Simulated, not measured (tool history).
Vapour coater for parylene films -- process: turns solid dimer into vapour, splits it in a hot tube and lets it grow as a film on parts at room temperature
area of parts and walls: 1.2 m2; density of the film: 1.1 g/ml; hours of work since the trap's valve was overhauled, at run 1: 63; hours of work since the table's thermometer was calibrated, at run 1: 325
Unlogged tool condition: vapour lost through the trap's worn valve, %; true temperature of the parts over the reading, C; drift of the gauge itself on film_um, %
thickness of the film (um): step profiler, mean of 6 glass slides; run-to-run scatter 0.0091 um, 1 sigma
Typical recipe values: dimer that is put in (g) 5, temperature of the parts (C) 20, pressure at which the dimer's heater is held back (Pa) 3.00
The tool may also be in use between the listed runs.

run    hour  dimer that is put in (g)  temperature of the parts (C)  pressure at which the dimer's heater is held back (Pa)  hours of work since the trap's valve was overhauled  hours of work since the table's thermometer was calibrated  thickness of the film (um)
  1     0.0                         5                            20                                                    3.00                                                   63                                                         325                       2.606
  2    18.7                         2                            20                                                    3.00                                                   79                                                         341                       1.044
  3    62.2                         5                            20                                                    3.00                                                  117                                                         379                       2.580
  4   103.3                         5                            20                                                    3.00                                                  153                                                         415                       2.581
  5   129.0                         5                            20                                                    3.00                                                  175                                                         437                       2.570
  6   160.2                         5                            20                                                    3.00                                                  203                                                         464                       2.589
  7   201.8                         5                            20                                                    3.00                                                  239                                                         500                       2.591
  8   237.8                         5                            20                                                    3.00                                                  270                                                         532                       2.586
  9   257.4                         5                            20                                                    3.00                                                  287                                                         549                       2.566
      278.7  -- trap's valve overhauled
 10   284.9                         5                            15                                                    3.00                                                    5                                                         569                       3.176
 11   305.5                         4                            20                                                    3.00                                                   23                                                         587                       2.047
 12   333.6                         2                            20                                                    3.00                                                   48                                                         612                       1.034
 13   352.5                         2                            20                                                    3.00                                                   64                                                         628                       1.047
 14   383.4                         2                            20                                                    3.00                                                   91                                                         655                       1.024
 15   413.8                         7                            20                                                    3.00                                                  118                                                         681                       3.604
 16   445.0                         7                            20                                                    3.00                                                  145                                                         709                       3.595
 17   488.7                         7                            20                                                    3.00                                                  183                                                         747                       3.568
 18   514.7                         3                            20                                                    3.00                                                  205                                                         769                       1.541
 19   554.8                         3                            20                                                    3.00                                                  240                                                         804                       1.540
 20   587.0                         5                            20                                                    3.00                                                  268                                                         832                       2.567
 21   622.2                         5                            20                                                    3.00                                                  299                                                         863                       2.541
      628.3  -- trap's valve overhauled
 22   658.6                         5                            20                                                    3.00                                                   26                                                         891                       2.549
 23   681.5                         9                            20                                                    3.00                                                   46                                                         911                       4.577
 24   713.9                         9                            19                                                    3.00                                                   75                                                         939                       4.788
 25   739.0                         9                            19                                                    3.00                                                   96                                                         961                       4.787
 26   774.3                         9                            19                                                    3.00                                                  127                                                         992                       4.757
 27   812.8                         6                            19                                                    3.00                                                  161                                                        1025                       3.171
 28   849.8                         5                            16                                                    4.85                                                  193                                                        1058                       2.794
      868.9  -- gauge calibrated
 29   874.5                         8                            32                                                    8.67                                                  214                                                        1079                       2.120
 30   917.5                         8                            28                                                    5.70                                                  252                                                        1117                       2.682
 31   957.8                         8                            28                                                    8.53                                                  287                                                        1152                       2.501
      979.8  -- trap's valve overhauled
 32   995.0                         8                            28                                                    8.53                                                   13                                                        1181                       2.521
 33  1039.1                         8                            28                                                    8.53                                                   52                                                        1219                       2.511
 34  1063.9                         3                            17                                                   10.16                                                   73                                                        1241                       1.482
 35  1090.0                         4                            31                                                    2.48                                                   96                                                        1263                       1.332
     1094.8  -- table's thermometer calibrated
 36  1128.8                         4                            29                                                    3.00                                                  129                                                          30                       1.423
 37  1150.8                         2                            14                                                    3.00                                                  148                                                          49                       1.322
 38  1174.1                         2                            14                                                    3.00                                                  168                                                          69                       1.316
 39  1206.0                         3                            27                                                    6.49                                                  196                                                          97                       1.013
 40  1223.8                         7                            19                                                    4.82                                                  212                                                         112                       3.489
 41  1245.6                         7                            19                                                    4.82                                                  231                                                         131                       3.508
 42  1280.4                         4                            21                                                    3.00                                                  261                                                         162                       1.970
 43  1299.0                         9                            26                                                    2.72                                                  277                                                         178                       3.646
 44  1322.3                         4                            26                                                    2.72                                                  297                                                         198                       1.625
     1330.9  -- trap's valve overhauled
 45  1355.1                         4                            26                                                    2.72                                                   21                                                         223                       1.615
 46  1377.1                         4                            26                                                    2.72                                                   40                                                         242                       1.614

5 options for the next run, each taken on its own from the tool as it stands now. Forecast them:
  A  1399.5                         4                            26                                                    2.72                                                   60                                                         262                           ?
  B  1399.5                         4                            26                                                   11.58                                                   60                                                         262                           ?
  C  1399.5                         5                            20                                                    3.00                                                   60                                                         262                           ?
  D  1399.5                         5                            22                                                    3.00                                                   60                                                         262                           ?
  E  1399.5                         9                            20                                                    3.00                                                   60                                                         262                           ?

run  thickness of the film (um)
  A                       1.612
  B                       1.282
  C                       2.561
  D                       2.368
  E                       4.617
The same runs, with their run-to-run variation unchanged, on a tool lacking any hidden condition would have given:
run  thickness of the film (um)
  A                       1.634
  B                       1.300
  C                       2.597
  D                       2.402
  E                       4.682
